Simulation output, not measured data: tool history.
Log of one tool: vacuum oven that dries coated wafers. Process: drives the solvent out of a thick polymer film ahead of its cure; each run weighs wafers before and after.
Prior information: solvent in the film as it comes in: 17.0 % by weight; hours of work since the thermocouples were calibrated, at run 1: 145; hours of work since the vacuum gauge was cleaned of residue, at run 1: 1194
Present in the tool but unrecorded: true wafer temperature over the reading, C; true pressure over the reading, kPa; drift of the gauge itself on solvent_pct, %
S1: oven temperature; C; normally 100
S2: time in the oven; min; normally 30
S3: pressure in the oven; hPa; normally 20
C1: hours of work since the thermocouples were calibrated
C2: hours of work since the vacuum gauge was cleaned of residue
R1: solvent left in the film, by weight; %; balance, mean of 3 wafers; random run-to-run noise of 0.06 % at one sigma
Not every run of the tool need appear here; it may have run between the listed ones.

Run 1, hour 0: usual settings; C1 145; C2 1194. Result: R1 3.45 %.
At hour 14.9: vacuum gauge cleaned of residue and calibrated.
Run 2, hour 57.1: usual settings; C1 180; C2 27. Result: R1 3.53 %.
Run 3, hour 111.2: usual settings; C1 215; C2 61. Result: R1 3.46 %.
Run 4, hour 181.9: usual settings; C1 260; C2 106. Result: R1 3.56 %.
Run 5, hour 239.6: usual settings; C1 297; C2 143. Result: R1 3.53 %.
Run 6, hour 291.3: usual settings but S3 29.3 hPa; C1 330; C2 176. Result: R1 4.62 %.
Run 7, hour 361.4: usual settings but S1 105 C; C1 374; C2 221. Result: R1 2.86 %.
At hour 398.4: vacuum gauge cleaned of residue and calibrated, once more.
Run 8, hour 426.3: usual settings but S1 107 C; C1 415; C2 18. Result: R1 2.3 %.
Run 9, hour 485.3: usual settings; C1 453; C2 55. Result: R1 3.15 %.
Run 10, hour 524.4: usual settings; C1 478; C2 80. Result: R1 3.37 %.
Run 11, hour 572.3: usual settings; C1 508; C2 111. Result: R1 3.34 %.
Run 12, hour 648: usual settings; C1 556; C2 159. Result: R1 3.35 %.
Run 13, hour 729.7: usual settings; C1 608; C2 211. Result: R1 3.34 %.
Run 14, hour 788.4: usual settings but S2 17 min; C1 646; C2 249. Result: R1 5.03 %.
Run 15, hour 855.2: usual settings but S2 17 min; C1 688; C2 291. Result: R1 5.09 %.
Run 16, hour 944.6: usual settings; C1 745; C2 348. Result: R1 3.34 %.
Run 17, hour 1012.8: usual settings but S3 70.6 hPa; C1 789; C2 392. Result: R1 9.19 %.
Run 18, hour 1060.9: usual settings but S3 70.6 hPa; C1 820; C2 423. Result: R1 9.37 %.
Run 19, hour 1118.7: usual settings but S3 70.6 hPa; C1 856; C2 459. Result: R1 9.19 %.
Run 20, hour 1154.9: usual settings but S3 70.6 hPa; C1 880; C2 483. Result: R1 9.33 %.
Run 21, hour 1200.6: usual settings but S3 70.6 hPa; C1 909; C2 512. Result: R1 9.24 %.
Run 22, hour 1272: usual settings but S3 70.6 hPa; C1 954; C2 557. Result: R1 9.29 %.
Run 23, hour 1332.7: usual settings but S3 70.6 hPa; C1 993; C2 596. Result: R1 9.3 %.
Run 24, hour 1420.6: usual settings but S1 115 C, S3 70.6 hPa; C1 1049; C2 652. Result: R1 5.47 %.
Run 25, hour 1475: usual settings but S2 17 min, S3 17.8 hPa; C1 1084; C2 687. Result: R1 5.09 %.
Run 26, hour 1542.6: usual settings but S2 17 min, S3 17.8 hPa; C1 1127; C2 730. Result: R1 5.14 %.
Run 27, hour 1600.9: usual settings but S2 17 min, S3 17.8 hPa; C1 1164; C2 767. Result: R1 5.05 %.
Run 28, hour 1644.3: usual settings but S2 17 min, S3 17.8 hPa; C1 1192; C2 795. Result: R1 5.08 %.
Run 29, hour 1684.2: usual settings but S2 17 min, S3 17.8 hPa; C1 1217; C2 820. Result: R1 5.17 %.
Run 30, hour 1772.3: usual settings but S2 23 min, S3 40.9 hPa; C1 1273; C2 876. Result: R1 6.66 %.
Run 31, hour 1847.3: usual settings but S2 23 min, S3 40.9 hPa; C1 1321; C2 924. Result: R1 6.57 %.
Run 32, hour 1912.8: usual settings but S2 23 min, S3 40.9 hPa; C1 1363; C2 966. Result: R1 6.63 %.
Run 33, hour 1975.7: usual settings but S1 88 C, S2 49 min, S3 40.7 hPa; C1 1403; C2 1006. Result: R1 8.87 %.
Run 34, hour 2028: usual settings but S1 88 C, S2 29 min, S3 46.2 hPa; C1 1436; C2 1039. Result: R1 10.85 %.
Run 35, hour 2102.5: usual settings but S1 111 C, S2 43 min, S3 17.9 hPa; C1 1484; C2 1087. Result: R1 1.76 %.
Run 36, hour 2168: usual settings but S1 111 C, S2 41 min, S3 17.9 hPa; C1 1526; C2 1129. Result: R1 1.84 %.
Run 37, hour 2247.7: usual settings but S2 16 min; C1 1577; C2 1179. Result: R1 5.88 %.
At hour 2283.5: vacuum gauge cleaned of residue and calibrated.
Run 38, hour 2302.5: usual settings but S2 16 min; C1 1611; C2 12. Result: R1 5.71 %.
Run 39, hour 2353.1: usual settings but S2 18 min, S3 15.3 hPa; C1 1643; C2 44. Result: R1 4.58 %.
Run 40, hour 2409.8: usual settings but S1 103 C, S2 45 min, S3 24.3 hPa; C1 1679; C2 81. Result: R1 3.06 %.
Run 41, hour 2451: usual settings but S1 103 C, S2 45 min, S3 24.3 hPa; C1 1705; C2 107. Result: R1 3.06 %.
At hour 2473.2: oven's thermocouples calibrated.
Run 42, hour 2505.1: usual settings but S1 114 C, S3 42.5 hPa; C1 20; C2 140. Result: R1 3.36 %.
Run 43, hour 2564: usual settings but S1 101 C, S3 24.9 hPa; C1 58; C2 178. Result: R1 3.69 %.
Run 44, hour 2626.6: usual settings but S1 101 C, S3 24.9 hPa; C1 98; C2 218. Result: R1 3.75 %.
Run 45, hour 2714.5: usual settings but S1 111 C, S2 19 min, S3 20.8 hPa; C1 154; C2 274. Result: R1 2.88 %.
Run 46, hour 2798.9: usual settings but S1 99 C, S2 19 min, S3 16.8 hPa; C1 208; C2 327. Result: R1 4.68 %.

Results for each run, recomputed without the tool's hidden state and with each run's random variation untouched:
run     R1
  1   3.32
  2   3.31
  3   3.23
  4   3.32
  5   3.27
  6   4.36
  7   2.61
  8   2.31
  9   3.16
 10   3.37
 11   3.33
 12   3.31
 13   3.29
 14   4.97
 15   5.01
 16   3.24
 17   9.02
 18   9.18
 19   8.98
 20   9.11
 21      9
 22   9.02
 23   9.01
 24   5.29
 25   4.84
 26   4.88
 27   4.77
 28   4.79
 29   4.87
 30   6.28
 31   6.17
 32   6.22
 33   8.24
 34  10.19
 35   1.55
 36   1.62
 37   5.41
 38   5.44
 39   4.32
 40    2.9
 41   2.89
 42   3.34
 43   3.66
 44    3.7
 45   2.83
 46   4.59

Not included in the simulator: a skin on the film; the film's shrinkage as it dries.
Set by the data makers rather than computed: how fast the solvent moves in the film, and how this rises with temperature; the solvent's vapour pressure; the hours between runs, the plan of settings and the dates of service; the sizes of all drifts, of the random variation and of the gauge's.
